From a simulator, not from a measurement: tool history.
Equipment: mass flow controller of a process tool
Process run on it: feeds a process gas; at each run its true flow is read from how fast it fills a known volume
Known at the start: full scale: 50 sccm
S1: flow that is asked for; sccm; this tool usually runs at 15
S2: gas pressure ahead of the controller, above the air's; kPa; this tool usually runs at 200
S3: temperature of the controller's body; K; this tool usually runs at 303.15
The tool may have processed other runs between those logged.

Run 1, hour 0: usual settings. Result: true flow (%) 99.35.
Run 2, hour 138: usual settings. Result: true flow (%) 99.48.
Run 3, hour 267.9: usual settings. Result: true flow (%) 99.31.
Run 4, hour 365.6: usual settings. Result: true flow (%) 99.48.
Run 5, hour 470.2: usual settings but S2 241 kPa. Result: true flow (%) 99.9.
Run 6, hour 533.9: usual settings but S2 241 kPa. Result: true flow (%) 99.8.
Run 7, hour 646.2: usual settings but S2 241 kPa. Result: true flow (%) 99.83.
Run 8, hour 730.1: usual settings but S2 241 kPa. Result: true flow (%) 99.85.
Run 9, hour 818.8: usual settings but S2 241 kPa. Result: true flow (%) 99.76.
Run 10, hour 884.2: usual settings. Result: true flow (%) 99.47.
Run 11, hour 957.8: usual settings but S2 244 kPa. Result: true flow (%) 99.87.
Run 12, hour 1019.7: usual settings. Result: true flow (%) 99.67.
Run 13, hour 1142.7: usual settings. Result: true flow (%) 99.59.
Run 14, hour 1222.3: usual settings. Result: true flow (%) 99.64.
Run 15, hour 1319.9: usual settings. Result: true flow (%) 99.79.
Run 16, hour 1460.4: usual settings but S3 302.15 K. Result: true flow (%) 99.79.
Run 17, hour 1526.7: usual settings but S3 302.15 K. Result: true flow (%) 99.96.
Run 18, hour 1670.7: usual settings. Result: true flow (%) 99.81.
Run 19, hour 1812.4: usual settings but S2 155 kPa. Result: true flow (%) 99.62.
Run 20, hour 1881.9: usual settings but S2 155 kPa. Result: true flow (%) 99.44.
Run 21, hour 1982.6: usual settings but S2 155 kPa. Result: true flow (%) 99.45.
Run 22, hour 2102.6: usual settings but S2 155 kPa. Result: true flow (%) 99.57.
Run 23, hour 2209: usual settings but S2 235 kPa. Result: true flow (%) 100.25.
Run 24, hour 2307.8: usual settings but S2 235 kPa. Result: true flow (%) 100.21.
Run 25, hour 2396.5: usual settings but S2 153 kPa, S3 312.15 K. Result: true flow (%) 98.75.
Run 26, hour 2524.6: usual settings but S2 153 kPa, S3 312.15 K. Result: true flow (%) 98.91.
Run 27, hour 2643.8: usual settings but S1 14 sccm, S2 185 kPa, S3 307.15 K. Result: true flow (%) 99.73.
Run 28, hour 2721.9: usual settings but S1 14 sccm, S2 185 kPa, S3 307.15 K. Result: true flow (%) 99.73.
Run 29, hour 2841.1: usual settings but S3 307.15 K. Result: true flow (%) 99.8.
Run 30, hour 2976.8: usual settings but S3 307.15 K. Result: true flow (%) 99.83.
Run 31, hour 3063.1: usual settings but S1 5 sccm, S2 198 kPa, S3 297.15 K. Result: true flow (%) 102.68.
Run 32, hour 3179.5: usual settings but S3 313.15 K. Result: true flow (%) 99.39.
Run 33, hour 3258: usual settings but S2 187 kPa, S3 296.15 K. Result: true flow (%) 100.75.
Run 34, hour 3358.5: usual settings but S2 187 kPa, S3 296.15 K. Result: true flow (%) 100.76.
Run 35, hour 3484: usual settings but S1 39 sccm, S2 187 kPa, S3 296.15 K. Result: true flow (%) 100.68.
Run 36, hour 3616.7: usual settings but S1 39 sccm, S2 187 kPa, S3 296.15 K. Result: true flow (%) 100.67.
Run 37, hour 3682.4: usual settings but S1 13 sccm, S2 142 kPa, S3 312.15 K. Result: true flow (%) 99.2.
Run 38, hour 3799.2: usual settings but S1 13 sccm, S2 197 kPa, S3 310.15 K. Result: true flow (%) 99.86.
Run 39, hour 3906.8: usual settings but S1 17 sccm, S2 162 kPa, S3 297.15 K. Result: true flow (%) 100.57.
Run 40, hour 4045.7: usual settings but S1 14 sccm, S2 169 kPa, S3 311.15 K. Result: true flow (%) 99.68.
Run 41, hour 4167: usual settings but S1 36 sccm, S2 140 kPa, S3 311.15 K. Result: true flow (%) 99.28.
Run 42, hour 4232.8: usual settings but S1 20 sccm, S2 253 kPa, S3 296.15 K. Result: true flow (%) 101.27.
Run 43, hour 4293.5: usual settings but S2 163 kPa. Result: true flow (%) 100.16.

3 ways to go on from here, each from the tool as it stands after run 43. What would each give?
Run A, hour 4389.8: usual settings but S2 238 kPa. Result: true flow (%) ?.
Run B, hour 4389.8: usual settings but S1 8 sccm, S2 179 kPa. Result: true flow (%) ?.
Run C, hour 4389.8: usual settings but S1 22 sccm, S2 211 kPa. Result: true flow (%) ?.

run  true flow (%)
  A         100.71
  B         101.25
  C         100.24
Without the tool's unlogged condition, the same runs would have read:
run  true flow (%)
  A          98.65
  B          97.97
  C          98.63

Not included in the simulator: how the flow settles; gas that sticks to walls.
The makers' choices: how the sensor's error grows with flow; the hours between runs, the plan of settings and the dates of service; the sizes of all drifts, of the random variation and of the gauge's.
